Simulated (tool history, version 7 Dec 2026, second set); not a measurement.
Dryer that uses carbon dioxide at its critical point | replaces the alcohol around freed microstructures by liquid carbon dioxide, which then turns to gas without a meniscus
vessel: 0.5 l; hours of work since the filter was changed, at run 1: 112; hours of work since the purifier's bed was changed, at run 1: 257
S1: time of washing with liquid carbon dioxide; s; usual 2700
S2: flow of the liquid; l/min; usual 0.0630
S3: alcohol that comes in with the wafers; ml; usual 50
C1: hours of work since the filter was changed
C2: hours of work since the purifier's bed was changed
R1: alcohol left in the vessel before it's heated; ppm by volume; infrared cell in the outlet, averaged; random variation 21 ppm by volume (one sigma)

run   hour    S1      S2   S3   C1   C2     R1
  1    0.0  2700  0.0630   50  112  257   1750
  2   42.4  2700  0.0630   50  140  285   1847
  3   66.4  3300  0.0630   50  156  301    835
  4   89.9  2700  0.0630   50  171  316   1915
  5  128.3  2700  0.0630   50  196  341   2038
  6  147.5  2700  0.0630   50  209  354   2081
  7  183.1  4080  0.0630   50  232  377    427
  8  220.9  4080  0.0630   50  257  402    441
  9  250.3  2700  0.0630   22  277  421   1109
 10  280.6  2700  0.0630   22  296  441   1115
 11  318.6  2700  0.0630   22  321  466   1206
 12  359.0  2700  0.0630   36  348  493   1889
 13  389.8  4140  0.0630   36  368  513    467
 14  417.4  4140  0.0630   36  386  531    486
 15  443.9  2700  0.0630   31  404  549   1840
     475.9  -- inlet filter changed
 16  483.9  2700  0.1007   31    5  574    325
     489.0  -- purifier's bed changed
 17  519.3  1980  0.0417   43   26   20  10726
 18  542.2  1980  0.0417   43   42   35  11168
 19  585.1  3360  0.0491   87   70   63   3001
 20  624.2  3360  0.0491   21   95   89    788
 21  646.5  2520  0.0764   42  110  103    849
 22  668.9  2220  0.0556   99  125  118  10312
 23  697.5  1800  0.0813   26  143  137   1631
 24  739.1  1740  0.0458   26  171  164   7769
 25  759.7  1680  0.0679   29  184  178   4167
 26  796.4  1920  0.0565   29  208  202   4661
 27  824.5  3960  0.0690  100  227  220    467
 28  863.9  3960  0.0690   51  253  246    299
 29  882.8  1920  0.0513   59  265  258  12852
 30  901.0  1740  0.0630   68  277  270  11519
 31  943.5  1740  0.0584   21  305  298   4470

Forecast each of these 3 alternatives for the next run:
  A  972.7  1860  0.0448  89  324  317   ?
  B  972.7  3600  0.0396  55  324  317   ?
  C  972.7  1740  0.0985  21  324  317   ?

run     R1
  A  27872
  B   4785
  C   1094
Without the tool's hidden state the same runs would have given:
run     R1
  A  21495
  B   3005
  C    568
